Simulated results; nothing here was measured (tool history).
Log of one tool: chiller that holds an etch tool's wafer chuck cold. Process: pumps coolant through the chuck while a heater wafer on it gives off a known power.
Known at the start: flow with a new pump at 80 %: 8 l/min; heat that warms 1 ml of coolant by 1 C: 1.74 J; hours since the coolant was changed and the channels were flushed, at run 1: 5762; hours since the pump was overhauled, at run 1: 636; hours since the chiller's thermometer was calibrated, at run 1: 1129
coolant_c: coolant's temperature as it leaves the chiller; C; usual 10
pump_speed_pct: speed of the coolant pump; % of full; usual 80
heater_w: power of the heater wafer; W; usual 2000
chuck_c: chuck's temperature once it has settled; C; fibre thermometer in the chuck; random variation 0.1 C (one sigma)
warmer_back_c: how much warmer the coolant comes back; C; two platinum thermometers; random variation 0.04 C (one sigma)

run,day,coolant_c,pump_speed_pct,heater_w,hours since the coolant was changed and the channels were flushed,hours since the pump was overhauled,hours since the chiller's thermometer was calibrated,chuck_c,warmer_back_c
1,0,10,80,2000,5762,636,1129,26.7,8.71
2,1.633,10,80,2000,5801,675,1168,26.9,8.68
3,4.504,10,80,2000,5870,744,1237,26.9,8.69
4,7.629,10,84,2000,5945,819,1312,26.2,8.35
5,11.404,10,84,2000,6035,910,1402,26.1,8.26
6,15.067,10,84,2000,6123,998,1490,26.3,8.26
7,18.129,10,84,2000,6197,1071,1564,26.3,8.31
8,20.346,18,70,2000,6250,1124,1617,37.3,10.09
9,23.1,18,70,2000,6316,1190,1683,37.3,10.02
10,26.683,1,92,2000,6402,1276,1769,16.2,7.51
11,30.158,19,83,1920,6485,1360,1852,34.9,8.06
12,32.146,19,83,1920,6533,1407,1900,34.9,8.09
13,35.642,6,89,1611,6617,1491,1984,18.8,6.36

4 ways to go on from here, each from the tool as it stands after run 13. What would each give?
A,38.742,16,68,1684,6691,1566,2058,?,?
B,38.742,6,73,2053,6691,1566,2058,?,?
C,38.742,1,89,2117,6691,1566,2058,?,?
D,38.742,7,76,1611,6691,1566,2058,?,?

run,chuck_c,warmer_back_c
A,32.7,8.72
B,25.3,9.85
C,17.5,8.38
D,21.7,7.48
Without the tool's hidden state the same runs would have given:
run,chuck_c,warmer_back_c
A,31.4,8.59
B,23.8,9.71
C,16.1,8.26
D,20.4,7.37

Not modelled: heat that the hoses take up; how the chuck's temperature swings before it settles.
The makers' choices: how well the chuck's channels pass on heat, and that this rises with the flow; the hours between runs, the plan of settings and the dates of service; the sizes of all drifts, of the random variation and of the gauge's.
